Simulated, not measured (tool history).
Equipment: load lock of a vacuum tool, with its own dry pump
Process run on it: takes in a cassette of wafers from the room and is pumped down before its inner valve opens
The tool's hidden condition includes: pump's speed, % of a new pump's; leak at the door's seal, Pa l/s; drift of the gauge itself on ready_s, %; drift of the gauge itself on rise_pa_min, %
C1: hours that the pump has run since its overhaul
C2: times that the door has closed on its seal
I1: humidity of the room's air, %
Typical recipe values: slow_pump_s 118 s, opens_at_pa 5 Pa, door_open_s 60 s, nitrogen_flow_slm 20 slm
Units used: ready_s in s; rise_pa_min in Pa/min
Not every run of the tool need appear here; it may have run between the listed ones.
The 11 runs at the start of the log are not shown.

run 12 hour=1153.3 | slow_pump_s=118 opens_at_pa=5 door_open_s=60 nitrogen_flow_slm=20 | C1=1906 C2=13223 | I1=46.5 | ready_s=211.1 rise_pa_min=0.046
run 13 hour=1291 | slow_pump_s=118 opens_at_pa=5 door_open_s=60 nitrogen_flow_slm=20 | C1=2044 C2=13836 | I1=42.5 | ready_s=212.8 rise_pa_min=0.045
run 14 hour=1422 | slow_pump_s=118 opens_at_pa=10 door_open_s=60 nitrogen_flow_slm=20 | C1=2175 C2=14418 | I1=43.7 | ready_s=202 rise_pa_min=0.045
run 15 hour=1491.5 | slow_pump_s=118 opens_at_pa=5 door_open_s=60 nitrogen_flow_slm=20 | C1=2244 C2=14727 | I1=47.2 | ready_s=213.2 rise_pa_min=0.05
run 16 hour=1641.8 | slow_pump_s=118 opens_at_pa=5 door_open_s=60 nitrogen_flow_slm=20 | C1=2394 C2=15396 | I1=45.3 | ready_s=211.1 rise_pa_min=0.047
run 17 hour=1792.2 | slow_pump_s=124 opens_at_pa=5 door_open_s=60 nitrogen_flow_slm=20 | C1=2545 C2=16065 | I1=47.7 | ready_s=217.1 rise_pa_min=0.053
run 18 hour=1918.8 | slow_pump_s=124 opens_at_pa=5 door_open_s=60 nitrogen_flow_slm=20 | C1=2671 C2=16628 | I1=47.6 | ready_s=217.5 rise_pa_min=0.051
run 19 hour=2027.1 | slow_pump_s=124 opens_at_pa=5 door_open_s=60 nitrogen_flow_slm=20 | C1=2780 C2=17110 | I1=43.5 | ready_s=217.8 rise_pa_min=0.058
run 20 hour=2140.6 | slow_pump_s=124 opens_at_pa=9 door_open_s=47 nitrogen_flow_slm=15 | C1=2893 C2=17614 | I1=42.7 | ready_s=207.9 rise_pa_min=0.044
run 21 hour=2206.6 | slow_pump_s=124 opens_at_pa=9 door_open_s=47 nitrogen_flow_slm=15 | C1=2959 C2=17908 | I1=45.9 | ready_s=211.2 rise_pa_min=0.053
run 22 hour=2326.9 | slow_pump_s=159 opens_at_pa=5 door_open_s=60 nitrogen_flow_slm=20 | C1=3080 C2=18443 | I1=44.4 | ready_s=242.9 rise_pa_min=0.06
run 23 hour=2458.9 | slow_pump_s=172 opens_at_pa=5 door_open_s=60 nitrogen_flow_slm=9 | C1=3212 C2=19030 | I1=45.4 | ready_s=250.8 rise_pa_min=0.071
run 24 hour=2605.4 | slow_pump_s=172 opens_at_pa=5 door_open_s=60 nitrogen_flow_slm=9 | C1=3358 C2=19682 | I1=49.9 | ready_s=253.5 rise_pa_min=0.072
run 25 hour=2745.4 | slow_pump_s=172 opens_at_pa=5 door_open_s=60 nitrogen_flow_slm=9 | C1=3498 C2=20304 | I1=42 | ready_s=253.5 rise_pa_min=0.069
run 26 hour=2865.6 | slow_pump_s=172 opens_at_pa=5 door_open_s=60 nitrogen_flow_slm=9 | C1=3618 C2=20839 | I1=46 | ready_s=254.3 rise_pa_min=0.074
run 27 hour=2939.9 | slow_pump_s=164 opens_at_pa=5 door_open_s=60 nitrogen_flow_slm=5 | C1=3693 C2=21169 | I1=45.8 | ready_s=246.4 rise_pa_min=0.082
run 28 hour=3027.2 | slow_pump_s=119 opens_at_pa=5 door_open_s=185 nitrogen_flow_slm=12 | C1=3780 C2=21558 | I1=46.3 | ready_s=212.7 rise_pa_min=0.11
run 29 hour=3117.4 | slow_pump_s=119 opens_at_pa=5 door_open_s=185 nitrogen_flow_slm=5 | C1=3870 C2=21959 | I1=44.1 | ready_s=214.4 rise_pa_min=0.127
run 30 hour=3242.8 | slow_pump_s=119 opens_at_pa=5 door_open_s=185 nitrogen_flow_slm=5 | C1=3995 C2=22517 | I1=46.1 | ready_s=214.1 rise_pa_min=0.127
run 31 hour=3394.9 | slow_pump_s=118 opens_at_pa=5 door_open_s=28 nitrogen_flow_slm=20 | C1=4148 C2=23193 | I1=42.5 | ready_s=215.1 rise_pa_min=0.064
run 32 hour=3464.4 | slow_pump_s=118 opens_at_pa=5 door_open_s=28 nitrogen_flow_slm=20 | C1=4217 C2=23502 | I1=45.2 | ready_s=214 rise_pa_min=0.056
run 33 hour=3581.7 | slow_pump_s=76 opens_at_pa=5 door_open_s=199 nitrogen_flow_slm=16 | C1=4334 C2=24024 | I1=43.1 | ready_s=182.9 rise_pa_min=0.102
run 34 hour=3734.3 | slow_pump_s=118 opens_at_pa=5 door_open_s=30 nitrogen_flow_slm=20 | C1=4487 C2=24703 | I1=45.7 | ready_s=215.2 rise_pa_min=0.068
run 35 hour=3850.3 | slow_pump_s=118 opens_at_pa=5 door_open_s=30 nitrogen_flow_slm=20 | C1=4603 C2=25219 | I1=44.3 | ready_s=214.8 rise_pa_min=0.065
run 36 hour=3924.3 | slow_pump_s=118 opens_at_pa=6 door_open_s=60 nitrogen_flow_slm=20 | C1=4677 C2=25548 | I1=41.5 | ready_s=210.8 rise_pa_min=0.077

Forecast each of these 4 alternatives for the next run:
run A hour=4019.3 | slow_pump_s=118 opens_at_pa=6 door_open_s=165 nitrogen_flow_slm=20 | C1=4772 C2=25971 | I1=45.2 | ready_s=? rise_pa_min=?
run B hour=4019.3 | slow_pump_s=118 opens_at_pa=9 door_open_s=37 nitrogen_flow_slm=20 | C1=4772 C2=25971 | I1=47.4 | ready_s=? rise_pa_min=?
run C hour=4019.3 | slow_pump_s=118 opens_at_pa=6 door_open_s=105 nitrogen_flow_slm=24 | C1=4772 C2=25971 | I1=44.6 | ready_s=? rise_pa_min=?
run D hour=4019.3 | slow_pump_s=80 opens_at_pa=6 door_open_s=52 nitrogen_flow_slm=17 | C1=4772 C2=25971 | I1=43.2 | ready_s=? rise_pa_min=?

run=A ready_s=213.8 rise_pa_min=0.102
run=B ready_s=204.4 rise_pa_min=0.069
run=C ready_s=212.9 rise_pa_min=0.089
run=D ready_s=183.7 rise_pa_min=0.077
The same runs, with their run-to-run variation unchanged, on a tool lacking any hidden condition would have given:
run=A ready_s=207.5 rise_pa_min=0.049
run=B ready_s=198.6 rise_pa_min=0.017
run=C ready_s=206.4 rise_pa_min=0.037
run=D ready_s=176.8 rise_pa_min=0.024
